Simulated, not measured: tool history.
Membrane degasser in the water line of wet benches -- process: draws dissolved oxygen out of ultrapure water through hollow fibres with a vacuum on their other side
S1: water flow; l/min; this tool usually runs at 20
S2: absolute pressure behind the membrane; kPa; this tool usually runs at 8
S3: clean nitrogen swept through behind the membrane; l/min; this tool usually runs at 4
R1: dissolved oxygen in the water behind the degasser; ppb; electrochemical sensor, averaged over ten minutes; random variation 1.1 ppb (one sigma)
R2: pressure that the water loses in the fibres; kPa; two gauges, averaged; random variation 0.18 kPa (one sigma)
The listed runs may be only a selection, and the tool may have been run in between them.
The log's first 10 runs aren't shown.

| run | hour | S1 | S2 | S3 | R1 | R2 |
|---|---|---|---|---|---|---|
| 11 | 1401.6 | 27 | 8 | 4 | 218.3 | 44.84 |
| 12 | 1499 | 20 | 8 | 4 | 109.4 | 33.06 |
|  | 1609.7 | vacuum gauge calibrated |
| 13 | 1699.7 | 20 | 8 | 4 | 111 | 33.31 |
| 14 | 1787.3 | 20 | 8 | 4 | 108.9 | 33.08 |
| 15 | 1931.8 | 20 | 8 | 4 | 113.5 | 32.85 |
| 16 | 2024.4 | 20 | 8 | 4.24 | 106.4 | 32.98 |
| 17 | 2110.9 | 22 | 6.38 | 4.18 | 116.2 | 36.42 |
| 18 | 2292.5 | 22 | 17.25 | 4 | 255.2 | 36.72 |
| 19 | 2485 | 22 | 17.25 | 4 | 256.4 | 36.74 |
| 20 | 2665.6 | 20 | 9.01 | 4.61 | 114.5 | 33.33 |
|  | 2858.3 | vacuum gauge calibrated, once more |
| 21 | 2868.9 | 20 | 9.01 | 4.61 | 110.9 | 33.46 |
| 22 | 3012.4 | 26 | 9.01 | 4.61 | 204.8 | 43.28 |
| 23 | 3199.2 | 30 | 12.47 | 4 | 359.2 | 50.19 |
| 24 | 3353.5 | 14 | 19.96 | 2.2 | 263.5 | 23.45 |
| 25 | 3498.3 | 14 | 19.96 | 2.2 | 264.1 | 23.35 |
| 26 | 3704.2 | 15 | 6.36 | 2.8 | 55.8 | 25.23 |
| 27 | 3849.7 | 16 | 18.55 | 6.09 | 119.8 | 26.94 |
| 28 | 3968.8 | 16 | 18.42 | 3.57 | 188.4 | 27.19 |
| 29 | 4135.6 | 16 | 18.42 | 3.57 | 186.1 | 26.85 |
| 30 | 4248.7 | 13 | 6.44 | 2 | 59.4 | 21.86 |
| 31 | 4411.8 | 13 | 6.44 | 2 | 58.9 | 22.08 |

5 options for the next run, each taken on its own from the tool as it stands now. Forecast them:
| A | 4606.9 | 17 | 7.56 | 4.11 | ? | ? |
| B | 4606.9 | 20 | 8 | 7.71 | ? | ? |
| C | 4606.9 | 18 | 19.35 | 6.11 | ? | ? |
| D | 4606.9 | 20 | 8 | 3.98 | ? | ? |
| E | 4606.9 | 18 | 6.44 | 2 | ? | ? |

| run | R1 | R2 |
|---|---|---|
| A | 72.6 | 28.73 |
| B | 82.9 | 33.89 |
| C | 151.3 | 30.31 |
| D | 111 | 33.78 |
| E | 105.8 | 30.16 |
Take away the tool's hidden state, keep each run's random variation, and the runs would have read:
| run | R1 | R2 |
|---|---|---|
| A | 66.3 | 27.74 |
| B | 73.5 | 32.72 |
| C | 143.1 | 29.26 |
| D | 100.9 | 32.61 |
| E | 97.5 | 29.11 |
